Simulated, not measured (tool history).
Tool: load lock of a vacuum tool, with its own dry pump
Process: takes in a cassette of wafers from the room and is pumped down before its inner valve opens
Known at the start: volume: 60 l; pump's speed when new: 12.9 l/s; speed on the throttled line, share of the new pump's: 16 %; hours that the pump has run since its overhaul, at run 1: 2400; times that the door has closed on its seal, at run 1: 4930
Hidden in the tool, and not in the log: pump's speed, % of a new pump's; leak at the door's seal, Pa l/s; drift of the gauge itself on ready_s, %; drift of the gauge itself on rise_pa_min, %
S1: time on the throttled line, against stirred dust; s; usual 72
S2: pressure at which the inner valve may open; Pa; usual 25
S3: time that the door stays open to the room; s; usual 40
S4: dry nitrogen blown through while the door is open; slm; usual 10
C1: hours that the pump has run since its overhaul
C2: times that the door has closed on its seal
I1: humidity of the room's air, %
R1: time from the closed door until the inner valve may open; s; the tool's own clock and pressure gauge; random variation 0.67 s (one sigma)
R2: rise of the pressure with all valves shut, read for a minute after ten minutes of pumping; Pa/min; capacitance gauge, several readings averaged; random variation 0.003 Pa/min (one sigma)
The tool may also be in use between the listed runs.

run 1 day=0.000 | S1=72 S2=25 S3=40 S4=10 | C1=2400 C2=4930 | I1=42.8 | R1=99.6 R2=0.056
run 2 day=15.296 | S1=72 S2=25 S3=26 S4=10 | C1=2767 C2=6333 | I1=43.3 | R1=100.2 R2=0.055
run 3 day=30.296 | S1=72 S2=25 S3=26 S4=10 | C1=3127 C2=7709 | I1=45.2 | R1=99.7 R2=0.062
run 4 day=47.238 | S1=72 S2=25 S3=26 S4=10 | C1=3534 C2=9263 | I1=43.7 | R1=100.7 R2=0.076
run 5 day=58.654 | S1=72 S2=25 S3=26 S4=10 | C1=3808 C2=10310 | I1=46.1 | R1=100.1 R2=0.091
run 6 day=69.896 | S1=72 S2=25 S3=40 S4=10 | C1=4078 C2=11341 | I1=43.1 | R1=100.0 R2=0.107
run 7 day=82.396 | S1=72 S2=25 S3=40 S4=10 | C1=4378 C2=12487 | I1=43.1 | R1=100.3 R2=0.120
run 8 day=98.846 | S1=133 S2=25 S3=40 S4=10 | C1=4772 C2=13996 | I1=47.0 | R1=151.9 R2=0.135
run 9 day=111.421 | S1=133 S2=25 S3=40 S4=10 | C1=5074 C2=15149 | I1=45.7 | R1=151.4 R2=0.146
run 10 day=125.504 | S1=72 S2=25 S3=40 S4=10 | C1=5412 C2=16441 | I1=45.4 | R1=101.2 R2=0.162
run 11 day=137.312 | S1=72 S2=25 S3=40 S4=10 | C1=5696 C2=17524 | I1=45.6 | R1=102.1 R2=0.174
run 12 day=146.308 | S1=72 S2=25 S3=40 S4=10 | C1=5911 C2=18349 | I1=49.0 | R1=99.9 R2=0.183
run 13 day=159.096 | S1=72 S2=25 S3=40 S4=10 | C1=6218 C2=19521 | I1=42.2 | R1=100.8 R2=0.196
run 14 day=168.900 | S1=72 S2=25 S3=40 S4=10 | C1=6454 C2=20421 | I1=45.0 | R1=102.9 R2=0.207
run 15 day=185.146 | S1=72 S2=25 S3=40 S4=10 | C1=6844 C2=21911 | I1=45.0 | R1=101.6 R2=0.228
run 16 day=196.350 | S1=72 S2=25 S3=40 S4=10 | C1=7112 C2=22938 | I1=47.0 | R1=101.0 R2=0.245
run 17 day=211.300 | S1=72 S2=25 S3=40 S4=10 | C1=7471 C2=24309 | I1=43.9 | R1=101.5 R2=0.269
run 18 day=221.579 | S1=72 S2=25 S3=40 S4=10 | C1=7718 C2=25252 | I1=41.2 | R1=101.6 R2=0.274
run 19 day=233.888 | S1=45 S2=25 S3=40 S4=10 | C1=8013 C2=26381 | I1=46.1 | R1=78.5 R2=0.305
run 20 day=250.788 | S1=90 S2=32 S3=40 S4=10 | C1=8419 C2=27931 | I1=43.0 | R1=114.4 R2=0.324
run 21 day=266.050 | S1=90 S2=32 S3=40 S4=10 | C1=8785 C2=29330 | I1=42.4 | R1=116.2 R2=0.352
run 22 day=277.812 | S1=90 S2=46 S3=40 S4=10 | C1=9068 C2=30409 | I1=43.0 | R1=112.5 R2=0.379
run 23 day=285.450 | S1=90 S2=46 S3=160 S4=4 | C1=9251 C2=31110 | I1=43.4 | R1=113.9 R2=0.475
run 24 day=296.788 | S1=76 S2=46 S3=160 S4=11 | C1=9523 C2=32150 | I1=46.5 | R1=102.1 R2=0.472
run 25 day=308.921 | S1=38 S2=24 S3=79 S4=10 | C1=9814 C2=33262 | I1=44.2 | R1=75.2 R2=0.447
run 26 day=325.462 | S1=76 S2=32 S3=32 S4=9 | C1=10211 C2=34779 | I1=41.9 | R1=104.4 R2=0.450
run 27 day=333.917 | S1=76 S2=32 S3=32 S4=9 | C1=10414 C2=35555 | I1=42.1 | R1=104.8 R2=0.467
run 28 day=341.546 | S1=132 S2=44 S3=145 S4=14 | C1=10597 C2=36255 | I1=42.0 | R1=148.0 R2=0.521
run 29 day=352.379 | S1=72 S2=25 S3=154 S4=10 | C1=10857 C2=37248 | I1=47.4 | R1=102.4 R2=0.589
run 30 day=369.133 | S1=72 S2=36 S3=83 S4=10 | C1=11259 C2=38785 | I1=45.7 | R1=99.9 R2=0.561
run 31 day=381.550 | S1=72 S2=29 S3=120 S4=10 | C1=11557 C2=39923 | I1=45.5 | R1=102.2 R2=0.611
run 32 day=389.762 | S1=74 S2=29 S3=120 S4=9 | C1=11754 C2=40676 | I1=42.7 | R1=103.9 R2=0.630
run 33 day=396.938 | S1=43 S2=35 S3=39 S4=7 | C1=11927 C2=41335 | I1=43.7 | R1=77.4 R2=0.590
-- day=400.008 door's seal changed, seat wiped
run 34 day=410.208 | S1=38 S2=24 S3=102 S4=4 | C1=12244 C2=935 | I1=47.6 | R1=75.0 R2=0.095
run 35 day=418.521 | S1=38 S2=24 S3=102 S4=4 | C1=12443 C2=1697 | I1=44.4 | R1=75.4 R2=0.096
run 36 day=428.200 | S1=38 S2=28 S3=102 S4=25 | C1=12675 C2=2585 | I1=46.3 | R1=75.2 R2=0.069
run 37 day=444.758 | S1=38 S2=25 S3=36 S4=25 | C1=13073 C2=4104 | I1=42.0 | R1=75.2 R2=0.044

Forecast each of these 3 alternatives for the next run:
run A day=456.321 | S1=38 S2=20 S3=36 S4=25 | C1=13350 C2=5164 | I1=42.1 | R1=? R2=?
run B day=456.321 | S1=72 S2=38 S3=40 S4=10 | C1=13350 C2=5164 | I1=48.0 | R1=? R2=?
run C day=456.321 | S1=43 S2=25 S3=141 S4=25 | C1=13350 C2=5164 | I1=45.5 | R1=? R2=?

run=A R1=77.6 R2=0.053
run=B R1=102.9 R2=0.067
run=C R1=79.5 R2=0.106
Without the tool's hidden state the same runs would have given:
run=A R1=72.8 R2=0.025
run=B R1=99.2 R2=0.039
run=C R1=74.9 R2=0.078
